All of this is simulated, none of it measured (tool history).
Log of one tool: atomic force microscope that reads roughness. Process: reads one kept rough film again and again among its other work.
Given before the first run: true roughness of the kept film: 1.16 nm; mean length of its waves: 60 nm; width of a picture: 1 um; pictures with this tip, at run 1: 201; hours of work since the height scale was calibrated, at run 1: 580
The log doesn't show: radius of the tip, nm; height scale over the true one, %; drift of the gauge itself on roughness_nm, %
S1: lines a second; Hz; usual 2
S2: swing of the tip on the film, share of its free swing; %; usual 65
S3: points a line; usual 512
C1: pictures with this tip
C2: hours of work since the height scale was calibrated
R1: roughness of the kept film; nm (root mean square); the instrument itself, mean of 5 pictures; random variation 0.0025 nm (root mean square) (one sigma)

Run 1, hour 0: usual settings; C1 201; C2 580. Result: R1 1.045 nm (root mean square).
Run 2, hour 11.9: usual settings; C1 224; C2 589. Result: R1 1.036 nm (root mean square).
Run 3, hour 32: usual settings; C1 263; C2 604. Result: R1 1.04 nm (root mean square).
Run 4, hour 53.5: usual settings; C1 304; C2 620. Result: R1 1.036 nm (root mean square).
At hour 58.1: new tip fitted.
Run 5, hour 73: usual settings but S1 2.93 Hz; C1 29; C2 635. Result: R1 1.008 nm (root mean square).
Run 6, hour 93.2: usual settings; C1 68; C2 650. Result: R1 1.044 nm (root mean square).
Run 7, hour 110.2: usual settings; C1 101; C2 662. Result: R1 1.043 nm (root mean square).
Run 8, hour 120.6: usual settings; C1 121; C2 670. Result: R1 1.042 nm (root mean square).
Run 9, hour 137.8: usual settings; C1 154; C2 683. Result: R1 1.045 nm (root mean square).
Run 10, hour 151.4: usual settings but S2 58 %, S3 340; C1 181; C2 693. Result: R1 1.07 nm (root mean square).
Run 11, hour 164.2: usual settings but S2 58 %, S3 340; C1 205; C2 703. Result: R1 1.071 nm (root mean square).
Run 12, hour 185.6: usual settings but S2 57 %, S3 797; C1 247; C2 719. Result: R1 1.076 nm (root mean square).
Run 13, hour 204.7: usual settings but S2 57 %, S3 797; C1 284; C2 733. Result: R1 1.075 nm (root mean square).
Run 14, hour 218.2: usual settings but S1 3.83 Hz, S2 57 %, S3 418; C1 310; C2 743. Result: R1 1.023 nm (root mean square).
At hour 220.8: new tip fitted.
Run 15, hour 230.9: usual settings but S1 2.91 Hz, S2 57 %, S3 356; C1 20; C2 753. Result: R1 1.056 nm (root mean square).
Run 16, hour 249.3: usual settings but S1 2.34 Hz, S2 88 %, S3 472; C1 55; C2 766. Result: R1 0.847 nm (root mean square).
Run 17, hour 267.1: usual settings but S1 2.34 Hz, S2 66 %, S3 535; C1 90; C2 780. Result: R1 1.024 nm (root mean square).
Run 18, hour 288: usual settings but S1 2.34 Hz, S2 66 %, S3 535; C1 130; C2 795. Result: R1 1.023 nm (root mean square).

Some steps in R1 between neighbouring runs. How much of each would the tool show without its hidden state too (settings, what came in, random variation), and how much is left for the hidden state, with any gauge scatter that isn't in both results?
Run 14 -> 15: S1 3.83 -> 2.91, S3 418 -> 356, new tip fitted. R1 +0.033 nm (root mean square): hidden state +0.011, all else +0.022.
Run 15 -> 16: S1 2.91 -> 2.34, S2 57 -> 88, S3 356 -> 472. R1 -0.209 nm (root mean square): hidden state +0.002, all else -0.211.

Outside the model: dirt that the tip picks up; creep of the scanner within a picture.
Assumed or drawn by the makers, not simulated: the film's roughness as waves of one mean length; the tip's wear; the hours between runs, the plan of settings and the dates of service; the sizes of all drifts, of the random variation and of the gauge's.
